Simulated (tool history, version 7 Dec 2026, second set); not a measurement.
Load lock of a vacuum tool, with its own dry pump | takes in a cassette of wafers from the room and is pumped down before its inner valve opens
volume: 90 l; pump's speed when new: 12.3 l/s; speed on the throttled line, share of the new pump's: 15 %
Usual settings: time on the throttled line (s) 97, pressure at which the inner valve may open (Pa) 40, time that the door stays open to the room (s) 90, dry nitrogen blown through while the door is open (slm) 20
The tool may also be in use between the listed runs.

run    hour  time on the throttled line (s)  pressure at which the inner valve may open (Pa)  time that the door stays open to the room (s)  dry nitrogen blown through while the door is open (slm)  incoming humidity of the room's air, %  time from the closed door until the inner valve may open (s)  rise of the pressure with all valves shut (Pa/min)
  1     0.0                              97                                               40                                             90                                                       20                                    44.7                                                         145.8                                               0.028
  2    58.3                              97                                               40                                             90                                                       20                                    45.2                                                         145.3                                               0.023
  3   116.8                              97                                               40                                            150                                                       20                                    45.3                                                         145.9                                               0.031
  4   180.7                              79                                               40                                            150                                                       20                                    46.4                                                         130.4                                               0.032
  5   257.7                              79                                               69                                            150                                                       20                                    44.6                                                         126.2                                               0.030
  6   386.2                              94                                               40                                             90                                                       20                                    46.4                                                         143.8                                               0.022
  7   485.4                              94                                               40                                             90                                                       20                                    45.1                                                         144.8                                               0.025
  8   564.4                              97                                               40                                             90                                                       27                                    46.9                                                         146.7                                               0.025
  9   689.0                              97                                               47                                             90                                                       20                                    44.9                                                         143.7                                               0.029
 10   758.8                              97                                               40                                             90                                                       21                                    41.5                                                         144.1                                               0.026
 11   827.5                              97                                               40                                             90                                                       21                                    46.7                                                         146.0                                               0.031
 12   954.8                              97                                               40                                             90                                                       20                                    46.0                                                         144.7                                               0.031
 13  1056.5                              97                                               40                                             90                                                       20                                    45.1                                                         146.8                                               0.033
 14  1169.9                              97                                               40                                             90                                                       20                                    45.3                                                         147.3                                               0.028
 15  1287.3                              97                                               40                                             90                                                       20                                    42.3                                                         145.3                                               0.025
 16  1383.6                              97                                               40                                             90                                                       20                                    45.9                                                         146.4                                               0.030
 17  1515.4                              97                                               34                                             90                                                       20                                    45.3                                                         147.1                                               0.029
 18  1632.6                              97                                               34                                            154                                                       20                                    44.8                                                         147.6                                               0.037
 19  1771.7                              97                                               40                                             90                                                       20                                    42.9                                                         146.1                                               0.027
 20  1850.4                              97                                               40                                            182                                                       28                                    43.9                                                         146.4                                               0.034
 21  1965.6                             147                                               40                                            146                                                       28                                    44.2                                                         187.0                                               0.034
 22  2055.8                              57                                               40                                            146                                                       28                                    46.5                                                         112.4                                               0.032
 23  2144.0                              57                                               40                                            146                                                       28                                    43.3                                                         113.6                                               0.039
 24  2236.1                              57                                               40                                            166                                                       28                                    46.4                                                         113.6                                               0.039
 25  2300.3                              97                                               56                                            160                                                       20                                    45.0                                                         144.3                                               0.042
 26  2371.4                              97                                               56                                             30                                                        8                                    49.3                                                         143.1                                               0.032
 27  2506.9                              97                                               56                                             30                                                        8                                    42.2                                                         143.7                                               0.029
 28  2611.8                              97                                               56                                             30                                                        8                                    40.4                                                         144.6                                               0.032
 29  2672.8                              97                                               56                                             30                                                        8                                    40.6                                                         142.5                                               0.029
 30  2810.2                              97                                               56                                             30                                                        8                                    45.1                                                         142.2                                               0.031
 31  2947.6                              57                                               40                                             68                                                       20                                    43.7                                                         113.5                                               0.035
 32  3085.9                              79                                               40                                             89                                                        5                                    42.7                                                         132.5                                               0.043
 33  3161.2                              85                                               73                                             89                                                       18                                    45.1                                                         132.0                                               0.040
 34  3297.2                             168                                               41                                             90                                                       20                                    44.2                                                         204.9                                               0.043
 35  3433.0                              97                                               72                                             69                                                       20                                    45.9                                                         140.6                                               0.030
 36  3498.5                             130                                               40                                             77                                                       20                                    44.4                                                         174.7                                               0.045
 37  3602.1                              97                                               34                                             90                                                       20                                    44.1                                                         150.6                                               0.035

Forecast each of these 3 alternatives for the next run:
  A  3710.7                              97                                               33                                             27                                                       20                                    39.5                                                             ?                                                   ?
  B  3710.7                              97                                               40                                             90                                                       25                                    40.0                                                             ?                                                   ?
  C  3710.7                             179                                               34                                             90                                                       20                                    42.7                                                             ?                                                   ?

run  time from the closed door until the inner valve may open (s)  rise of the pressure with all valves shut (Pa/min)
  A                                                         149.0                                               0.030
  B                                                         148.1                                               0.042
  C                                                         217.2                                               0.038
Without the tool's hidden state the same runs would have given:
run  time from the closed door until the inner valve may open (s)  rise of the pressure with all valves shut (Pa/min)
  A                                                         141.4                                               0.010
  B                                                         140.8                                               0.021
  C                                                         211.7                                               0.017
